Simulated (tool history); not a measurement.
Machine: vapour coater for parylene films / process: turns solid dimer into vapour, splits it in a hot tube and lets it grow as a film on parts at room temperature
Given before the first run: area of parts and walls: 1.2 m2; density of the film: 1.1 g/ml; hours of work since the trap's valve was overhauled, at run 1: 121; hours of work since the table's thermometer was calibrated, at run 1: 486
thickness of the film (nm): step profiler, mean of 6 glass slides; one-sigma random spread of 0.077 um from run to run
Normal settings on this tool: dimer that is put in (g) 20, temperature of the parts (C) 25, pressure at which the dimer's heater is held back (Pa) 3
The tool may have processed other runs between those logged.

run   hour  dimer that is put in (g)  temperature of the parts (C)  pressure at which the dimer's heater is held back (Pa)  hours of work since the trap's valve was overhauled  hours of work since the table's thermometer was calibrated  thickness of the film (nm)
  1      0                        20                            25                                                       3                                                  121                                                         486                       10680
  2   12.8                        20                            25                                                       3                                                  129                                                         495                       10710
  3   26.3                        20                            25                                                       3                                                  139                                                         504                       10580
  4   48.7                        20                            25                                                       3                                                  155                                                         520                       10570
  5   73.8                        20                            25                                                       3                                                  172                                                         537                       10740
  6   97.1                        20                            23                                                       3                                                  189                                                         554                       11630
  7  125.1                        20                            23                                                       3                                                  208                                                         573                       11680
  8  148.7                        13                            25                                                       3                                                  225                                                         590                        6860
  9  176.4                        20                            25                                                    7.91                                                  244                                                         610                        8480
 10  187.9                        20                            25                                                    7.91                                                  253                                                         618                        8580
 11  208.9                        32                            25                                                       3                                                  267                                                         632                       16940
 12  220.6                        20                            25                                                    4.37                                                  276                                                         641                        9610
 13  244.6                        20                            19                                                    8.76                                                  292                                                         658                       11180
 14  259.5                        10                            30                                                    4.97                                                  303                                                         668                        3660
 15  280.9                        10                            30                                                    4.97                                                  318                                                         683                        3640
 16  304.1                        10                            30                                                    4.97                                                  334                                                         699                        3660
 17  331.9                        20                            31                                                    3.89                                                  354                                                         719                        7230
 18  351.4                        20                            24                                                       3                                                  367                                                         733                       10900
 19  365.8                        20                            24                                                       3                                                  378                                                         743                       11000
 20  390.5                        20                            22                                                    3.87                                                  395                                                         760                       11570
 21  411.1                        27                            33                                                       3                                                  409                                                         774                        9330
 22  425.4                        27                            33                                                       3                                                  419                                                         785                        9360

Run 23 has not been measured yet. What should we expect?
 23  443.5                        20                            29                                                       3                                                  432                                                         797                           ?

{"run 23": {"thickness of the film (nm)": 8650}}
With no hidden state in the tool, this same run would have given thickness of the film (nm) 9000.
